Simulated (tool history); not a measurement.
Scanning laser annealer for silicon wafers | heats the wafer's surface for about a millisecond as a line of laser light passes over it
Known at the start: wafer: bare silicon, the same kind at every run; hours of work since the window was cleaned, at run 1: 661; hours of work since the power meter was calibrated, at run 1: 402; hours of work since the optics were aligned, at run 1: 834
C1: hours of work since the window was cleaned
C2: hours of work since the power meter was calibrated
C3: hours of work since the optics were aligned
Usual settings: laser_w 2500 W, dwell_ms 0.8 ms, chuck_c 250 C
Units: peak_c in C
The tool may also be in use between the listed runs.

run 1 hour=0 | laser_w=2500 dwell_ms=0.8 chuck_c=250 | C1=661 C2=402 C3=834 | peak_c=993
run 2 hour=67.1 | laser_w=2500 dwell_ms=0.8 chuck_c=250 | C1=713 C2=453 C3=886 | peak_c=991
-- hour=75.5 window over the wafer cleaned
run 3 hour=109.8 | laser_w=2500 dwell_ms=0.8 chuck_c=250 | C1=26 C2=484 C3=917 | peak_c=1029
run 4 hour=172.9 | laser_w=2500 dwell_ms=0.8 chuck_c=243 | C1=75 C2=533 C3=966 | peak_c=1022
run 5 hour=236 | laser_w=2500 dwell_ms=0.8 chuck_c=250 | C1=123 C2=581 C3=1014 | peak_c=1025
run 6 hour=304.5 | laser_w=2500 dwell_ms=0.8 chuck_c=250 | C1=176 C2=634 C3=1067 | peak_c=1024
run 7 hour=341.7 | laser_w=2500 dwell_ms=0.8 chuck_c=250 | C1=205 C2=663 C3=1095 | peak_c=1019
run 8 hour=421.6 | laser_w=2500 dwell_ms=0.8 chuck_c=250 | C1=266 C2=724 C3=1157 | peak_c=1015
-- hour=433.2 optics aligned, line set to its width
run 9 hour=500.3 | laser_w=2500 dwell_ms=0.8 chuck_c=250 | C1=323 C2=781 C3=52 | peak_c=1012
run 10 hour=540.4 | laser_w=2500 dwell_ms=0.8 chuck_c=250 | C1=354 C2=812 C3=82 | peak_c=1010
-- hour=578.5 optics aligned, line set to its width, once more
run 11 hour=614.2 | laser_w=2500 dwell_ms=0.8 chuck_c=250 | C1=407 C2=865 C3=27 | peak_c=1015
run 12 hour=682.9 | laser_w=2739 dwell_ms=0.736 chuck_c=241 | C1=459 C2=917 C3=80 | peak_c=1050
run 13 hour=727.6 | laser_w=2278 dwell_ms=0.563 chuck_c=250 | C1=494 C2=952 C3=115 | peak_c=810
run 14 hour=782.6 | laser_w=2500 dwell_ms=0.707 chuck_c=250 | C1=536 C2=994 C3=157 | peak_c=958

Run 15 comes next. What will it give?
run 15 hour=821.7 | laser_w=2500 dwell_ms=0.791 chuck_c=211 | C1=566 C2=1024 C3=187 | peak_c=?

Run 15 gave peak_c 962 C.
Without the tool's hidden state the same run would have given peak_c 992 C.
